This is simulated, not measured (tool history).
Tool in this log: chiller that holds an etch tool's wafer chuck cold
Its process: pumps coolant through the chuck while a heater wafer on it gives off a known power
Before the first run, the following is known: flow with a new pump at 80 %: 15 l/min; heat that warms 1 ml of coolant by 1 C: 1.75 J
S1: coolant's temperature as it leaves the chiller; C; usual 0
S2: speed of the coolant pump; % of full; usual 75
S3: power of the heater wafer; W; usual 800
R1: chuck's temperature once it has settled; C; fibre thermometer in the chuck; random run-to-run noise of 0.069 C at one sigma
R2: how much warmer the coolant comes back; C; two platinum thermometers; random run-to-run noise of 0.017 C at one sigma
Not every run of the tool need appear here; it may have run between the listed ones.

run 1 hour=0 | S1=0 S2=75 S3=800 | R1=6.35 R2=1.98
run 2 hour=33.9 | S1=0 S2=87 S3=800 | R1=5.61 R2=1.71
run 3 hour=57 | S1=0 S2=87 S3=800 | R1=5.49 R2=1.73
run 4 hour=76.4 | S1=0 S2=75 S3=800 | R1=6.44 R2=1.98
run 5 hour=94.6 | S1=0 S2=75 S3=800 | R1=6.25 R2=1.98
run 6 hour=113 | S1=-1 S2=75 S3=800 | R1=5.46 R2=1.98
run 7 hour=143.4 | S1=3 S2=78 S3=800 | R1=9.24 R2=1.94
run 8 hour=167.4 | S1=3 S2=78 S3=800 | R1=9.19 R2=1.93
run 9 hour=196.5 | S1=3 S2=78 S3=800 | R1=8.99 R2=1.92
run 10 hour=221.1 | S1=0 S2=97 S3=902 | R1=5.7 R2=1.78
run 11 hour=245 | S1=1 S2=83 S3=766 | R1=6.64 R2=1.71
run 12 hour=259.5 | S1=1 S2=90 S3=766 | R1=6.31 R2=1.6

Hidden state or all else? Some run-to-run changes of R1, split into what the settings, what came in and random variation would give without the hidden state, and what is left for the hidden state (with any gauge scatter that isn't in both results):
Hidden state at play: heat passed by the chuck's channels, % of clean ones'; flow at a given pump speed, % of a new pump's; coolant's true temperature over the reading, C; drift of the gauge itself on chuck_c, C; drift of the gauge itself on warmer_back_c, C.
Run 3 -> 4: S2 87 -> 75. R1 +0.95 C: hidden state +0.06, all else +0.89.
Run 6 -> 7: S1 -1 -> 3, S2 75 -> 78. R1 +3.78 C: hidden state +0, all else +3.78.
